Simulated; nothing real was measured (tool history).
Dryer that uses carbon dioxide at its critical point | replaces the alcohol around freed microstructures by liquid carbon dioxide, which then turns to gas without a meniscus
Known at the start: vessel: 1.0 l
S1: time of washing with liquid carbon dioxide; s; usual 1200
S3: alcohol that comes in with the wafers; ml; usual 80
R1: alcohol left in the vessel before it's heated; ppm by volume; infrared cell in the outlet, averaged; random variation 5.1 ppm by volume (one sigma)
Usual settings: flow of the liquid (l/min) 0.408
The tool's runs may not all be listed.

{"run": 1, "hour": 0.0, "S1": 1200, "flow of the liquid (l/min)": 0.408, "S3": 80, "R1": 100}
{"run": 2, "hour": 18.6, "S1": 1200, "flow of the liquid (l/min)": 0.408, "S3": 32, "R1": 59}
{"run": 3, "hour": 33.1, "S1": 1200, "flow of the liquid (l/min)": 0.408, "S3": 32, "R1": 71}
{"run": 4, "hour": 43.4, "S1": 1200, "flow of the liquid (l/min)": 0.408, "S3": 32, "R1": 58}
{"run": 5, "hour": 64.2, "S1": 1200, "flow of the liquid (l/min)": 0.408, "S3": 32, "R1": 74}
{"run": 6, "hour": 76.9, "S1": 1200, "flow of the liquid (l/min)": 0.408, "S3": 32, "R1": 84}
{"run": 7, "hour": 89.5, "S1": 1200, "flow of the liquid (l/min)": 0.408, "S3": 32, "R1": 63}
{"run": 8, "hour": 104.3, "S1": 1200, "flow of the liquid (l/min)": 0.408, "S3": 32, "R1": 71}
{"run": 9, "hour": 122.2, "S1": 1200, "flow of the liquid (l/min)": 0.408, "S3": 32, "R1": 84}
{"run": 10, "hour": 141.9, "S1": 1200, "flow of the liquid (l/min)": 0.408, "S3": 32, "R1": 73}
{"run": 11, "hour": 151.5, "S1": 900, "flow of the liquid (l/min)": 0.418, "S3": 32, "R1": 207}

Forecast run 12:
{"run": 12, "hour": 160.1, "S1": 720, "flow of the liquid (l/min)": 0.57, "S3": 80, "R1": "?"}

{"run 12": {"R1": 315}}
Without the tool's hidden state the same run would have given R1 236 ppm by volume.

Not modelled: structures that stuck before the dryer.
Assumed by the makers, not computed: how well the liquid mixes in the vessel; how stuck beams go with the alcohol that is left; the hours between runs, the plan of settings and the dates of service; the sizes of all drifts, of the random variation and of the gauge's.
